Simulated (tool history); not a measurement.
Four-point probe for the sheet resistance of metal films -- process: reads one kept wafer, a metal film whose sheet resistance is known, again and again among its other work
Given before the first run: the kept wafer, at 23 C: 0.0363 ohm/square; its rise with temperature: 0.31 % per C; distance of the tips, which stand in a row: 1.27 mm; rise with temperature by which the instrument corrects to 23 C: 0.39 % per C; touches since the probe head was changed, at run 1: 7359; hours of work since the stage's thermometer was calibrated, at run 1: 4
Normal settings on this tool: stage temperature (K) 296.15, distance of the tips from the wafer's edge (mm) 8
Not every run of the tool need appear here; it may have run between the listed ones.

run     day  stage temperature (K)  distance of the tips from the wafer's edge (mm)  touches since the probe head was changed  hours of work since the stage's thermometer was calibrated  sheet resistance as the instrument gives it (ohm/square)
  1   0.000                 296.15                                                8                                      7359                                                           4                                                  0.036606
  2   0.408                 296.15                                                8                                      7527                                                           8                                                  0.036612
  3   0.842                 296.15                                                8                                      7703                                                          13                                                  0.036618
  4   1.196                 296.15                                                8                                      7847                                                          17                                                  0.036621
  5   1.704                 296.15                                                8                                      8055                                                          22                                                  0.036618
  6   2.250                 296.15                                                8                                      8277                                                          28                                                  0.036614
  7   2.875                 296.15                                                8                                      8533                                                          35                                                  0.036623
  8   3.300                 296.15                                                4                                      8707                                                          40                                                  0.037986
  9   3.871                 296.15                                                4                                      8940                                                          46                                                  0.037989
      3.942  -- stage's thermometer calibrated
 10   4.438                 296.15                                                4                                      9161                                                           5                                                  0.038005
 11   4.833                 300.15                                                4                                      9324                                                          10                                                  0.037892
 12   5.546                 297.15                                                4                                      9613                                                          17                                                  0.037970
 13   6.138                 294.15                                                5                                      9855                                                          24                                                  0.037412
 14   6.829                 294.15                                                5                                     10138                                                          31                                                  0.037437
      6.921  -- stage's thermometer calibrated, once more
 15   7.404                 293.15                                                8                                     10364                                                           5                                                  0.036708
 16   7.771                 296.15                                               46                                     10514                                                           9                                                  0.036155
 17   8.258                 296.15                                               46                                     10714                                                          15                                                  0.036157
 18   8.933                 298.15                                                6                                     10988                                                          22                                                  0.036931
 19   9.346                 308.15                                               19                                     11156                                                          26                                                  0.035885
 20   9.871                 308.15                                               19                                     11372                                                          32                                                  0.035901
 21  10.467                 308.15                                               19                                     11614                                                          38                                                  0.035889

How the hidden state differs across the entries between the runs, from the last listed run before each to the first after it:
In the gap between runs 9 and 10: stage's thermometer calibrated (day 3.942)
  inner tips' distance over the nominal, %: -0.427 -> -0.425; wafer's true temperature over the reading, C: 0.04 -> 0.06
  the result without the hidden state subtracted from the measured one, sheet resistance as the instrument gives it (ohm/square): -0.000171 -> -0.000168
In the gap between runs 14 and 15: stage's thermometer calibrated, once more (day 6.921)
  inner tips' distance over the nominal, %: -0.418 -> -0.416; tips' flats over new ones', %: 20 -> 21; wafer's true temperature over the reading, C: 0.06 -> 0.02
  the result without the hidden state subtracted from the measured one, sheet resistance as the instrument gives it (ohm/square): -0.000163 -> -0.000164

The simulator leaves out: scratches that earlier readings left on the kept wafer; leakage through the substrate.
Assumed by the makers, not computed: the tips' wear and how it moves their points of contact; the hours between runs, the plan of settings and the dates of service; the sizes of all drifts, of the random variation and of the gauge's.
